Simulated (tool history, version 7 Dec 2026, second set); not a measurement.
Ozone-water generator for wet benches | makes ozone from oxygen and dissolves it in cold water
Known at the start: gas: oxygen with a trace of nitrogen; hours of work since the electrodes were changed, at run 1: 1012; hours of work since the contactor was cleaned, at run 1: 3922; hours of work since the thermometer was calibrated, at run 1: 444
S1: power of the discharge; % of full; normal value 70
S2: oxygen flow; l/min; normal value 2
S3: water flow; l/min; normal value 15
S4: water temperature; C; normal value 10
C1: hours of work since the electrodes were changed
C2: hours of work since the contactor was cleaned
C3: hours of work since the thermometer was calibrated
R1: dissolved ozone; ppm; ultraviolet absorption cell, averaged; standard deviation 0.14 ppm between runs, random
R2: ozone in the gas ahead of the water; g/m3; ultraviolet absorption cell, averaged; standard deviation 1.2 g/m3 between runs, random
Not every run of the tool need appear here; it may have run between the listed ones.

run 1 hour=0 | S1=70 S2=2 S3=15 S4=10 | C1=1012 C2=3922 C3=444 | R1=15.3 R2=215.6
run 2 hour=29.1 | S1=70 S2=2 S3=15 S4=10 | C1=1034 C2=3944 C3=465 | R1=15.2 R2=213.3
run 3 hour=59.4 | S1=70 S2=2 S3=15 S4=10 | C1=1056 C2=3966 C3=488 | R1=15.1 R2=215.2
run 4 hour=77 | S1=70 S2=2 S3=14 S4=10 | C1=1069 C2=3979 C3=501 | R1=16.3 R2=215.3
run 5 hour=114.5 | S1=70 S2=2 S3=19 S4=10 | C1=1097 C2=4007 C3=528 | R1=11.9 R2=212.8
run 6 hour=140 | S1=70 S2=2 S3=19 S4=10 | C1=1116 C2=4026 C3=547 | R1=12.1 R2=213.7
run 7 hour=168.6 | S1=70 S2=2.2 S3=15 S4=10 | C1=1137 C2=4047 C3=569 | R1=15.4 R2=200.1
run 8 hour=203.9 | S1=70 S2=2.2 S3=15 S4=10 | C1=1164 C2=4073 C3=595 | R1=15.4 R2=199.1
run 9 hour=231.8 | S1=70 S2=2.2 S3=15 S4=10 | C1=1184 C2=4094 C3=615 | R1=15.3 R2=199.9
run 10 hour=268.4 | S1=70 S2=2.2 S3=15 S4=10 | C1=1211 C2=4121 C3=643 | R1=15.5 R2=199.7
run 11 hour=287.6 | S1=70 S2=2.2 S3=15 S4=10 | C1=1226 C2=4136 C3=657 | R1=15.2 R2=200.6
run 12 hour=322.5 | S1=70 S2=2.2 S3=15 S4=10 | C1=1252 C2=4161 C3=683 | R1=15.4 R2=201
run 13 hour=349 | S1=70 S2=2.2 S3=15 S4=10 | C1=1271 C2=4181 C3=702 | R1=15.3 R2=199.5
run 14 hour=373.6 | S1=70 S2=2.2 S3=15 S4=10 | C1=1289 C2=4199 C3=721 | R1=15.2 R2=198.1
run 15 hour=401.2 | S1=95 S2=2.2 S3=15 S4=10 | C1=1310 C2=4220 C3=741 | R1=19.1 R2=249.8
run 16 hour=431.7 | S1=95 S2=2.2 S3=15 S4=10 | C1=1333 C2=4242 C3=764 | R1=19.1 R2=251.4
run 17 hour=452 | S1=59 S2=2 S3=15 S4=10 | C1=1348 C2=4258 C3=779 | R1=13.4 R2=188.8
run 18 hour=467.7 | S1=68 S2=1.16 S3=19 S4=14 | C1=1359 C2=4269 C3=790 | R1=10.6 R2=303.3
run 19 hour=496.3 | S1=68 S2=1.16 S3=19 S4=14 | C1=1380 C2=4290 C3=812 | R1=10.8 R2=304.5
run 20 hour=524 | S1=70 S2=2 S3=11 S4=8 | C1=1401 C2=4311 C3=832 | R1=20.9 R2=211.7
run 21 hour=553.6 | S1=70 S2=3.36 S3=9 S4=10 | C1=1423 C2=4333 C3=854 | R1=22.8 R2=150.4
run 22 hour=570.9 | S1=70 S2=1.49 S3=9 S4=10 | C1=1436 C2=4346 C3=867 | R1=24 R2=257.7
run 23 hour=595.7 | S1=62 S2=2.04 S3=14 S4=13 | C1=1454 C2=4364 C3=885 | R1=14.4 R2=189.7
run 24 hour=632.5 | S1=62 S2=2.04 S3=14 S4=13 | C1=1481 C2=4391 C3=913 | R1=14.6 R2=192.8
run 25 hour=664.5 | S1=62 S2=2.04 S3=14 S4=13 | C1=1505 C2=4415 C3=936 | R1=14.4 R2=192.6
run 26 hour=692 | S1=88 S2=1.44 S3=15 S4=10 | C1=1526 C2=4435 C3=957 | R1=17 R2=311.5
run 27 hour=728 | S1=88 S2=1.44 S3=15 S4=10 | C1=1552 C2=4462 C3=983 | R1=17.1 R2=313.9
run 28 hour=747.3 | S1=45 S2=3.15 S3=15 S4=15 | C1=1567 C2=4477 C3=998 | R1=10.7 R2=113.3
run 29 hour=770.4 | S1=49 S2=2.6 S3=15 S4=6 | C1=1584 C2=4494 C3=1015 | R1=12.2 R2=137.1
run 30 hour=788.9 | S1=49 S2=1.49 S3=16 S4=7 | C1=1597 C2=4507 C3=1029 | R1=10.5 R2=198.9
run 31 hour=826 | S1=70 S2=2 S3=13 S4=7 | C1=1625 C2=4535 C3=1056 | R1=17.9 R2=213.6
run 32 hour=856.2 | S1=97 S2=2 S3=15 S4=10 | C1=1647 C2=4557 C3=1078 | R1=19.2 R2=269.8
run 33 hour=877.2 | S1=78 S2=1.7 S3=15 S4=10 | C1=1663 C2=4573 C3=1094 | R1=16.1 R2=255.9

Difference, measured minus no-hidden-state, one row per run. Run-to-run variation is common to both terms; the gauge's own scatter need not be:
Unlogged tool condition in this case: yield of the discharge, % of new electrodes'; contactor's efficiency, % of a clean one's; true water temperature over the reading, C; drift of the gauge itself on ozone_ppm, %; drift of the gauge itself on gas_g_m3, %.
run=1 R1=-0.7 R2=-2.5
run=2 R1=-0.8 R2=-2.6
run=3 R1=-0.8 R2=-2.7
run=4 R1=-0.8 R2=-2.7
run=5 R1=-0.7 R2=-2.8
run=6 R1=-0.7 R2=-2.8
run=7 R1=-0.8 R2=-2.7
run=8 R1=-0.8 R2=-2.8
run=9 R1=-0.9 R2=-2.8
run=10 R1=-0.8 R2=-2.9
run=11 R1=-0.9 R2=-3
run=12 R1=-0.8 R2=-3.1
run=13 R1=-0.9 R2=-3.1
run=14 R1=-0.9 R2=-3.2
run=15 R1=-1.2 R2=-5
run=16 R1=-1.2 R2=-5.1
run=17 R1=-0.8 R2=-2.8
run=18 R1=-0.7 R2=-5.1
run=19 R1=-0.6 R2=-5.1
run=20 R1=-1.2 R2=-3.7
run=21 R1=-1.2 R2=-2.7
run=22 R1=-1.3 R2=-4.7
run=23 R1=-0.8 R2=-3.2
run=24 R1=-0.8 R2=-3.3
run=25 R1=-0.8 R2=-3.3
run=26 R1=-1.1 R2=-7.1
run=27 R1=-1.1 R2=-7.3
run=28 R1=-0.6 R2=-1.5
run=29 R1=-0.7 R2=-2.1
run=30 R1=-0.6 R2=-3
run=31 R1=-1.1 R2=-4.5
run=32 R1=-1.3 R2=-7.1
run=33 R1=-1.1 R2=-6
